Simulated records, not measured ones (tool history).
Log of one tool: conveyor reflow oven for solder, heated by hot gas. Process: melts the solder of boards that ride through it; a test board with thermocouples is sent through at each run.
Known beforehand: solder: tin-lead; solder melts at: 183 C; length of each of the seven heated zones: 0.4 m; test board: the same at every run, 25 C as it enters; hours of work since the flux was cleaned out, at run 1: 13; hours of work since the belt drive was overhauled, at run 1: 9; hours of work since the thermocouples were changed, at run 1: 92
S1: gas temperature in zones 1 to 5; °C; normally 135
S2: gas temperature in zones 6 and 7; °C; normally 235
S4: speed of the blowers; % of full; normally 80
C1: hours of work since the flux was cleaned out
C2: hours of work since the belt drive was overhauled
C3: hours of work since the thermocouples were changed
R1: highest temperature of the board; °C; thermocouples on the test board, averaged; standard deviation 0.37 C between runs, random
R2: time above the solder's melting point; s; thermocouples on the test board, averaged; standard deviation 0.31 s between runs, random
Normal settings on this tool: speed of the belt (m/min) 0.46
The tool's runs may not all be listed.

Run 1, hour 0: usual settings; C1 13; C2 9; C3 92. Result: R1 224.5 °C, R2 84.7 s.
Run 2, hour 4.6: usual settings; C1 16; C2 13; C3 96. Result: R1 224.6 °C, R2 84.5 s.
Run 3, hour 10.1: usual settings; C1 20; C2 17; C3 100. Result: R1 224.6 °C, R2 84.6 s.
Run 4, hour 14.5: usual settings but speed of the belt (m/min) 0.544; C1 24; C2 20; C3 103. Result: R1 219.1 °C, R2 67 s.
Run 5, hour 19: usual settings but S2 232 °C; C1 27; C2 24; C3 107. Result: R1 221.9 °C, R2 82.5 s.
Run 6, hour 25.4: usual settings but S2 232 °C, speed of the belt (m/min) 0.502; C1 32; C2 29; C3 112. Result: R1 219.2 °C, R2 72.5 s.
Run 7, hour 32.4: usual settings but S1 125 °C, S2 232 °C, speed of the belt (m/min) 0.502; C1 37; C2 34; C3 117. Result: R1 217.4 °C, R2 67.7 s.
Run 8, hour 42.3: usual settings but S1 125 °C, S2 232 °C, speed of the belt (m/min) 0.502; C1 45; C2 41; C3 124. Result: R1 217 °C, R2 67.9 s.
Run 9, hour 51: usual settings but S4 57 % of full; C1 51; C2 48; C3 131. Result: R1 217.6 °C, R2 77.4 s.
Run 10, hour 59.3: usual settings but S4 57 % of full; C1 58; C2 54; C3 137. Result: R1 217.7 °C, R2 77.4 s.
Run 11, hour 65.6: usual settings; C1 62; C2 59; C3 142. Result: R1 224 °C, R2 85 s.
Run 12, hour 72.1: usual settings; C1 67; C2 64; C3 147. Result: R1 223.4 °C, R2 84.4 s.
Run 13, hour 77.6: usual settings; C1 71; C2 68; C3 151. Result: R1 223 °C, R2 85.2 s.
Run 14, hour 85.8: usual settings; C1 78; C2 74; C3 157. Result: R1 224.1 °C, R2 84.5 s.
Run 15, hour 95.4: usual settings; C1 85; C2 82; C3 165. Result: R1 223.2 °C, R2 84.2 s.
Run 16, hour 100.9: usual settings; C1 89; C2 86; C3 169. Result: R1 223.7 °C, R2 84.4 s.
Run 17, hour 106.2: usual settings but S1 127 °C, S2 230 °C, speed of the belt (m/min) 0.47, S4 51 % of full; C1 93; C2 90; C3 173. Result: R1 208.6 °C, R2 60.2 s.
Run 18, hour 115.3: usual settings but S1 127 °C, S2 230 °C, speed of the belt (m/min) 0.47, S4 51 % of full; C1 100; C2 97; C3 180. Result: R1 208.3 °C, R2 60.5 s.
Run 19, hour 125.4: usual settings but S2 240 °C; C1 108; C2 104; C3 187. Result: R1 228.4 °C, R2 88.1 s.
Run 20, hour 132.5: usual settings but S1 139 °C, S2 223 °C, speed of the belt (m/min) 0.418, S4 58 % of full; C1 113; C2 110; C3 193. Result: R1 210.4 °C, R2 79.9 s.
Run 21, hour 142.6: usual settings but S1 139 °C, S2 223 °C, speed of the belt (m/min) 0.407, S4 58 % of full; C1 121; C2 117; C3 200. Result: R1 210.4 °C, R2 82.8 s.
Run 22, hour 147.3: usual settings but speed of the belt (m/min) 0.544; C1 124; C2 121; C3 204. Result: R1 218.3 °C, R2 66.3 s.
Run 23, hour 151.9: usual settings but S1 128 °C, speed of the belt (m/min) 0.439; C1 128; C2 124; C3 207. Result: R1 223.4 °C, R2 85.8 s.
Run 24, hour 157.5: usual settings but S1 128 °C, speed of the belt (m/min) 0.439; C1 132; C2 129; C3 212. Result: R1 223.4 °C, R2 86 s.
Run 25, hour 163: usual settings but S1 128 °C, S2 237 °C, speed of the belt (m/min) 0.381; C1 136; C2 133; C3 216. Result: R1 228.6 °C, R2 105.2 s.
Run 26, hour 173.1: usual settings but S2 249 °C, speed of the belt (m/min) 0.385, S4 60 % of full; C1 144; C2 141; C3 223. Result: R1 236.2 °C, R2 112.3 s.
Run 27, hour 182.1: usual settings but S1 131 °C, S2 245 °C, speed of the belt (m/min) 0.444, S4 60 % of full; C1 151; C2 147; C3 230. Result: R1 226.7 °C, R2 88.4 s.
Run 28, hour 192: usual settings but S1 123 °C; C1 158; C2 155; C3 238. Result: R1 222 °C, R2 77.9 s.
At hour 198.4: flux residue cleaned out of gas plates and filters.
Run 29, hour 206.4: usual settings but S1 123 °C; C1 6; C2 162; C3 245. Result: R1 222.6 °C, R2 80 s.
Run 30, hour 211.1: usual settings but S1 123 °C; C1 10; C2 166; C3 248. Result: R1 222.1 °C, R2 79.7 s.

Each run again, without the hidden state but with its own random variation kept:
The hidden state here: heat that the gas passes to the board, % of a clean oven's; belt's true speed, % of the reading; true gas temperature in zones 6 and 7 over the reading, C; drift of the gauge itself on peak_c, C; drift of the gauge itself on liquid_s, %.
run     R1     R2
  1  225.2   85.3
  2  225.4   85.2
  3  225.4   85.3
  4    220   67.8
  5  222.7   83.3
  6  220.1   73.4
  7  218.4   68.7
  8    218     69
  9  218.5   78.4
 10  218.7   78.5
 11  225.2   85.9
 12  224.6   85.4
 13  224.2   86.3
 14  225.4   85.6
 15  224.5   85.3
 16  225.1   85.5
 17  209.9   62.1
 18  209.6   62.4
 19    230   89.2
 20  211.7   81.7
 21  211.7   84.8
 22  220.3     68
 23  225.1   87.4
 24  225.2   87.6
 25  230.2  106.6
 26  237.8  113.2
 27  228.5   89.8
 28  224.1     80
 29  223.5   80.5
 30    223   80.2

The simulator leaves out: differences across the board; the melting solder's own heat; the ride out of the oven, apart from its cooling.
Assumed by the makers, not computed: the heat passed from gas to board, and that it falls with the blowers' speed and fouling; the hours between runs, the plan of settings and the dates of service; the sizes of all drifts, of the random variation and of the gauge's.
